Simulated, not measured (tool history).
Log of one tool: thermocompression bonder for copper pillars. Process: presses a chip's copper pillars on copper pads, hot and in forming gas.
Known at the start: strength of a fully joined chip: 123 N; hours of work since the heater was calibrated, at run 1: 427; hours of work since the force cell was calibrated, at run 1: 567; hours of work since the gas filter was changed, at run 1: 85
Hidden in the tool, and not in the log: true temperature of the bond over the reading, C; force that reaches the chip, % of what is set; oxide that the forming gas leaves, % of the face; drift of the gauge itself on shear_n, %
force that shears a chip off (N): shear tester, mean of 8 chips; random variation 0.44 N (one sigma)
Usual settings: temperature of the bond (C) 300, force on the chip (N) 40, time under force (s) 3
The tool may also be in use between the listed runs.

| run | hour | temperature of the bond (C) | force on the chip (N) | time under force (s) | hours of work since the heater was calibrated | hours of work since the force cell was calibrated | hours of work since the gas filter was changed | force that shears a chip off (N) |
|---|---|---|---|---|---|---|---|---|
| 1 | 0 | 300 | 40 | 3 | 427 | 567 | 85 | 42.2 |
| 2 | 11.8 | 300 | 40 | 3 | 435 | 575 | 93 | 41.6 |
| 3 | 23.1 | 300 | 40 | 3 | 443 | 583 | 101 | 41.7 |
| 4 | 31.9 | 300 | 40 | 3 | 449 | 589 | 107 | 42.2 |
| 5 | 40.6 | 328 | 40 | 3 | 455 | 595 | 113 | 58.4 |
| 6 | 50.1 | 300 | 32 | 3 | 462 | 602 | 119 | 34.1 |
| 7 | 66.9 | 300 | 32 | 3 | 473 | 613 | 131 | 33.4 |
| 8 | 85.2 | 300 | 32 | 3 | 486 | 626 | 144 | 32.5 |
|  | 90.8 | forming gas filter changed |
| 9 | 100.3 | 319 | 32 | 3 | 496 | 636 | 7 | 47.6 |
| 10 | 108.8 | 319 | 32 | 3 | 502 | 642 | 13 | 48.2 |
| 11 | 119.5 | 300 | 27 | 3 | 510 | 650 | 20 | 31.2 |
| 12 | 127.8 | 300 | 27 | 3 | 515 | 655 | 26 | 30.7 |
| 13 | 144.4 | 300 | 27 | 3 | 527 | 667 | 37 | 31.9 |
| 14 | 153 | 300 | 40 | 3 | 533 | 673 | 43 | 43 |
| 15 | 171.8 | 300 | 40 | 3 | 546 | 686 | 56 | 42.8 |
| 16 | 180.3 | 300 | 40 | 3 | 552 | 692 | 62 | 43.4 |
| 17 | 191.8 | 300 | 40 | 3 | 560 | 700 | 70 | 42.7 |
| 18 | 200.1 | 300 | 40 | 3 | 566 | 706 | 76 | 42 |
| 19 | 213.8 | 314 | 40 | 3 | 575 | 715 | 85 | 49.7 |
| 20 | 221.8 | 314 | 40 | 3 | 581 | 721 | 91 | 50.2 |
| 21 | 234.6 | 300 | 40 | 3 | 590 | 729 | 100 | 41.2 |
| 22 | 244.7 | 300 | 40 | 2 | 597 | 736 | 107 | 34.9 |
| 23 | 262.2 | 289 | 24 | 3 | 609 | 749 | 119 | 21.8 |
| 24 | 276.7 | 295 | 54 | 2 | 619 | 759 | 129 | 39.4 |
| 25 | 291.9 | 295 | 54 | 2 | 629 | 769 | 140 | 40.7 |
|  | 302.6 | forming gas filter changed |
| 26 | 302.6 | 294 | 46 | 2 | 636 | 776 | 0 | 39.5 |
| 27 | 321.2 | 308 | 40 | 5 | 649 | 789 | 13 | 59.6 |
| 28 | 330.2 | 274 | 50 | 2 | 656 | 795 | 19 | 31 |
| 29 | 344 | 309 | 50 | 6 | 665 | 805 | 29 | 72.9 |
| 30 | 359.8 | 300 | 31 | 8 | 676 | 816 | 40 | 51.8 |
| 31 | 372 | 277 | 30 | 8 | 685 | 825 | 48 | 35 |
| 32 | 381.1 | 281 | 37 | 8 | 691 | 831 | 55 | 45.2 |
| 33 | 395.2 | 322 | 34 | 3 | 701 | 841 | 64 | 48.9 |
| 34 | 413.4 | 307 | 26 | 9 | 713 | 853 | 77 | 49.7 |
| 35 | 427.7 | 300 | 35 | 6 | 723 | 863 | 87 | 48.8 |
| 36 | 436.9 | 300 | 35 | 6 | 730 | 870 | 93 | 48.4 |
| 37 | 452.6 | 288 | 46 | 3 | 741 | 880 | 104 | 38.2 |
| 38 | 461.2 | 306 | 52 | 5 | 747 | 886 | 110 | 64.2 |
| 39 | 473 | 306 | 52 | 5 | 755 | 895 | 118 | 64.4 |
| 40 | 490.2 | 306 | 52 | 5 | 767 | 907 | 130 | 64.5 |
| 41 | 501.8 | 324 | 60 | 3 | 775 | 915 | 138 | 71 |

How the hidden state differs across the entries between the runs, from the last listed run before each to the first after it:
Between runs 8 and 9: forming gas filter changed (hour 90.8)
  force that reaches the chip, % of what is set: 104.4 -> 104.5; oxide that the forming gas leaves, % of the face: 12.03 -> 1.2
  measured less the result without the state, force that shears a chip off (N): -4.3 -> -0.2
Between runs 25 and 26: forming gas filter changed (hour 302.6)
  force that reaches the chip, % of what is set: 105.4 -> 105.5; oxide that the forming gas leaves, % of the face: 11.78 -> 0.61
  measured less the result without the state, force that shears a chip off (N): -5.3 -> -0.1
